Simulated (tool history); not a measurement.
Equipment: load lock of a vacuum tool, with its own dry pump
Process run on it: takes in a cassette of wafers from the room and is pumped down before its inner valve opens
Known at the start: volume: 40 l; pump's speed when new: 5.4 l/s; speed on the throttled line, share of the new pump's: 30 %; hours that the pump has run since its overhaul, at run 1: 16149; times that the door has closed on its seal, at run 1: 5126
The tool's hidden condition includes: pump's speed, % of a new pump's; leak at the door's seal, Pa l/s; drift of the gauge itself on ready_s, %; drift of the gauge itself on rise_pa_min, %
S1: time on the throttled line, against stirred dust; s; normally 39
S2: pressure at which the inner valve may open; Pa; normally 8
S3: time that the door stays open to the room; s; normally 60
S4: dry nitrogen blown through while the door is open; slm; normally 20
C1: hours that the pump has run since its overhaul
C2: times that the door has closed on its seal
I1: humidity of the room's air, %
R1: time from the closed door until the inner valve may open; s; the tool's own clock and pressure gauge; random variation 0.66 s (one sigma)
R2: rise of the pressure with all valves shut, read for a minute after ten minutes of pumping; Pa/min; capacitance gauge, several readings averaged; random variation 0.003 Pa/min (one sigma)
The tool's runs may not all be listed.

{"run": 1, "hour": 0.0, "S1": 39, "S2": 8, "S3": 60, "S4": 20, "C1": 16149, "C2": 5126, "I1": 47.9, "R1": 117.4, "R2": 0.037}
{"run": 2, "hour": 469.0, "S1": 39, "S2": 8, "S3": 60, "S4": 20, "C1": 16618, "C2": 5997, "I1": 44.0, "R1": 116.1, "R2": 0.034}
{"run": 3, "hour": 1100.6, "S1": 39, "S2": 8, "S3": 60, "S4": 20, "C1": 17250, "C2": 7169, "I1": 44.1, "R1": 118.1, "R2": 0.037}
{"hour": 1528.3, "done": "dry pump taken out, an overhauled one fitted"}
{"run": 4, "hour": 1709.5, "S1": 39, "S2": 8, "S3": 60, "S4": 20, "C1": 181, "C2": 8288, "I1": 42.9, "R1": 96.9, "R2": 0.04}
{"run": 5, "hour": 2000.0, "S1": 25, "S2": 8, "S3": 60, "S4": 20, "C1": 472, "C2": 8827, "I1": 44.4, "R1": 87.5, "R2": 0.048}
{"run": 6, "hour": 2503.7, "S1": 25, "S2": 8, "S3": 106, "S4": 20, "C1": 975, "C2": 9762, "I1": 43.2, "R1": 89.1, "R2": 0.05}
{"run": 7, "hour": 3140.4, "S1": 25, "S2": 8, "S3": 106, "S4": 20, "C1": 1612, "C2": 10944, "I1": 45.5, "R1": 88.6, "R2": 0.062}
{"run": 8, "hour": 3703.4, "S1": 25, "S2": 8, "S3": 106, "S4": 20, "C1": 2175, "C2": 11989, "I1": 42.1, "R1": 89.7, "R2": 0.059}
{"run": 9, "hour": 4081.3, "S1": 39, "S2": 8, "S3": 60, "S4": 5, "C1": 2553, "C2": 12691, "I1": 44.3, "R1": 100.2, "R2": 0.068}
{"run": 10, "hour": 4541.3, "S1": 39, "S2": 8, "S3": 60, "S4": 5, "C1": 3013, "C2": 13545, "I1": 46.4, "R1": 100.2, "R2": 0.069}
{"run": 11, "hour": 5160.2, "S1": 39, "S2": 10, "S3": 60, "S4": 5, "C1": 3632, "C2": 14693, "I1": 41.8, "R1": 99.6, "R2": 0.069}
{"run": 12, "hour": 5638.9, "S1": 39, "S2": 10, "S3": 60, "S4": 5, "C1": 4111, "C2": 15582, "I1": 46.9, "R1": 99.3, "R2": 0.076}
{"run": 13, "hour": 6225.9, "S1": 39, "S2": 13, "S3": 60, "S4": 20, "C1": 4698, "C2": 16672, "I1": 46.1, "R1": 97.6, "R2": 0.072}
{"run": 14, "hour": 6813.2, "S1": 39, "S2": 13, "S3": 60, "S4": 20, "C1": 5285, "C2": 17762, "I1": 46.7, "R1": 98.2, "R2": 0.069}
{"run": 15, "hour": 7251.7, "S1": 39, "S2": 13, "S3": 60, "S4": 20, "C1": 5723, "C2": 18576, "I1": 44.5, "R1": 97.1, "R2": 0.079}
{"run": 16, "hour": 7718.6, "S1": 39, "S2": 11, "S3": 46, "S4": 10, "C1": 6190, "C2": 19442, "I1": 41.7, "R1": 100.4, "R2": 0.087}
{"run": 17, "hour": 8210.8, "S1": 36, "S2": 6, "S3": 118, "S4": 20, "C1": 6683, "C2": 20356, "I1": 46.1, "R1": 104.7, "R2": 0.1}
{"run": 18, "hour": 8572.4, "S1": 34, "S2": 8, "S3": 60, "S4": 20, "C1": 7044, "C2": 21027, "I1": 43.5, "R1": 100.7, "R2": 0.093}
{"run": 19, "hour": 9043.7, "S1": 37, "S2": 8, "S3": 60, "S4": 6, "C1": 7515, "C2": 21902, "I1": 43.7, "R1": 102.0, "R2": 0.102}
{"run": 20, "hour": 9631.7, "S1": 32, "S2": 8, "S3": 107, "S4": 20, "C1": 8103, "C2": 22993, "I1": 41.3, "R1": 99.2, "R2": 0.106}
{"run": 21, "hour": 10031.7, "S1": 32, "S2": 8, "S3": 107, "S4": 20, "C1": 8503, "C2": 23736, "I1": 43.6, "R1": 100.3, "R2": 0.117}
{"run": 22, "hour": 10656.6, "S1": 32, "S2": 8, "S3": 37, "S4": 33, "C1": 9128, "C2": 24896, "I1": 45.2, "R1": 101.7, "R2": 0.109}
{"run": 23, "hour": 10963.6, "S1": 65, "S2": 8, "S3": 60, "S4": 7, "C1": 9435, "C2": 25466, "I1": 45.6, "R1": 123.1, "R2": 0.126}
{"run": 24, "hour": 11588.2, "S1": 72, "S2": 12, "S3": 94, "S4": 7, "C1": 10060, "C2": 26625, "I1": 41.9, "R1": 126.4, "R2": 0.134}
{"run": 25, "hour": 11887.3, "S1": 72, "S2": 12, "S3": 94, "S4": 7, "C1": 10359, "C2": 27180, "I1": 43.8, "R1": 125.2, "R2": 0.14}
{"run": 26, "hour": 12370.6, "S1": 39, "S2": 11, "S3": 66, "S4": 20, "C1": 10842, "C2": 28077, "I1": 43.4, "R1": 106.0, "R2": 0.13}
{"run": 27, "hour": 13001.7, "S1": 39, "S2": 11, "S3": 66, "S4": 20, "C1": 11473, "C2": 29249, "I1": 45.7, "R1": 105.6, "R2": 0.141}
{"run": 28, "hour": 13651.4, "S1": 39, "S2": 8, "S3": 39, "S4": 7, "C1": 12123, "C2": 30455, "I1": 45.7, "R1": 109.8, "R2": 0.145}
{"run": 29, "hour": 14315.5, "S1": 39, "S2": 8, "S3": 39, "S4": 7, "C1": 12787, "C2": 31688, "I1": 42.7, "R1": 112.6, "R2": 0.158}
{"run": 30, "hour": 14973.8, "S1": 28, "S2": 8, "S3": 27, "S4": 42, "C1": 13446, "C2": 32910, "I1": 46.6, "R1": 105.4, "R2": 0.151}

Across each entry between runs, compare the hidden state at the last listed run before it with the hidden state at the first listed run after it:
After run 3, before run 4: dry pump taken out, an overhauled one fitted (hour 1528.3)
  pump's speed, % of a new pump's: 74.4 -> 100.6; leak at the door's seal, Pa l/s: 0.0126 -> 0.0151
  difference, measured minus the result without the unlogged condition, R1: +20.7 -> -0.4 s; R2: +0.016 -> +0.019 Pa/min

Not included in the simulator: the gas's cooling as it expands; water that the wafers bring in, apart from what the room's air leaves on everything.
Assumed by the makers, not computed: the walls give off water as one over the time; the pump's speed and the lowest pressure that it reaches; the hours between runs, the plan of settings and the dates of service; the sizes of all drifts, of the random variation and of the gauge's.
